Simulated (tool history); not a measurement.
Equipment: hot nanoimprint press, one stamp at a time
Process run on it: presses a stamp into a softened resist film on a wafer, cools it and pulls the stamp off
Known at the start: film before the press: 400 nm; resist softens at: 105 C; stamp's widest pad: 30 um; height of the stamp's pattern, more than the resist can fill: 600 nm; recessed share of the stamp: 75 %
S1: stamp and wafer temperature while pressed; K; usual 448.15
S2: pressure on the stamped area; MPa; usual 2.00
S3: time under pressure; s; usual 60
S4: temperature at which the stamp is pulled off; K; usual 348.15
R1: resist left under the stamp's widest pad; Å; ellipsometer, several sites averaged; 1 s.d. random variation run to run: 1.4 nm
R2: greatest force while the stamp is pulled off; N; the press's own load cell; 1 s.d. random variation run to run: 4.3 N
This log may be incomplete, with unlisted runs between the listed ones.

run     day      S1    S2   S3      S4    R1   R2
  1   0.000  448.15  2.00   60  348.15  2043  211
  2   0.988  448.15  2.00   60  348.15  2030  212
  3   2.108  448.15  2.00   60  348.15  2033  214
  4   3.238  448.15  2.00   60  348.15  2049  215
  5   3.925  448.15  2.00   60  348.15  2018  224
  6   5.038  448.15  1.41   60  348.15  2294  229
  7   6.317  448.15  2.00   60  348.15  2025  233
      6.550  -- plate thermocouple calibrated
      7.179  -- stamp cleaned and given a new release coat
  8   7.496  448.15  1.20   60  348.15  2615  211
  9   9.042  448.15  1.20   60  348.15  2613  220
 10  10.550  448.15  1.20   60  348.15  2611  221
 11  11.717  448.15  1.20   86  348.15  2315  223
 12  13.138  448.15  1.20   86  348.15  2307  239
     14.204  -- stamp cleaned and given a new release coat
 13  14.204  438.15  1.20   86  354.15  3289  188
 14  15.475  456.15  1.20   86  351.15  1590  199
 15  16.967  452.15  2.71   94  348.15  1274  221
 16  18.554  452.15  2.71   94  348.15  1305  226
 17  19.871  437.15  1.94  106  354.15  2889  220
     21.183  -- stamp cleaned and given a new release coat
 18  21.183  437.15  1.94  113  345.15  2783  224
 19  22.496  448.15  1.36   60  353.15  2409  197
 20  24.129  448.15  1.36   60  341.15  2414  237
 21  25.092  448.15  1.36   60  341.15  2399  243
 22  25.800  454.15  1.36   72  336.15  1723  257
 23  26.675  443.15  1.39   61  347.15  2835  233
 24  27.492  443.15  1.39   61  347.15  2815  237

Consider 3 possible next runs. They are alternatives, not a sequence: every one starts from the tool as it was left by run 24. What does each give?
     28.204  -- stamp cleaned and given a new release coat
  A  28.554  443.15  2.27  51  347.15   ?   ?
     28.204  -- stamp cleaned and given a new release coat
  B  28.554  448.15  1.20  61  343.15   ?   ?
     28.204  -- stamp cleaned and given a new release coat
  C  28.554  442.15  1.39  61  347.15   ?   ?

run    R1   R2
  A  2556  209
  B  2449  227
  C  2909  200
Without the tool's hidden state the same runs would have given:
run    R1   R2
  A  2642  211
  B  2561  229
  C  3016  203
